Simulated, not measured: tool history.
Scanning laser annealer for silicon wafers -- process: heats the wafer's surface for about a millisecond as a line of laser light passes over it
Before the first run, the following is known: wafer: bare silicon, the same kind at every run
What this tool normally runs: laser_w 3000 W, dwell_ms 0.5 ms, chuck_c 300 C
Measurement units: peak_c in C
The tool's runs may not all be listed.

run   hour  laser_w  dwell_ms  chuck_c  peak_c
  1      0     3000       0.5      300    1084
  2   20.5     3000       0.5      300    1080
  3     46     3000       0.5      300    1085
  4   66.8     2790       0.5      300    1027
  5   91.8     2790       0.5      300    1030
  6  107.5     2790       0.5      300    1026
     112.7  -- laser's power meter calibrated
  7  132.7     3000       0.5      300    1080
  8    154     2707       0.5      300    1007
  9    177     2707       0.5      300    1002
 10  189.4     2863     0.535      275    1045
 11  218.2     3122     0.575      336    1202
 12  235.9     3122     0.575      336    1200
     249.7  -- laser's power meter calibrated, once more
 13    255     3122     0.484      264    1058

Each row is a separate what-if for the run after 13, all from the same tool condition, not one after another. Results?
  A   273     2853     0.484      264       ?
  B   273     3266     0.498      262       ?
  C   273     3135     0.487      264       ?
  D   273     3122     0.484      305       ?

run  peak_c
  A     994
  B    1107
  C    1068
  D    1101
Had the tool no hidden state, the same runs would have come out as:
run  peak_c
  A    1020
  B    1136
  C    1096
  D    1129
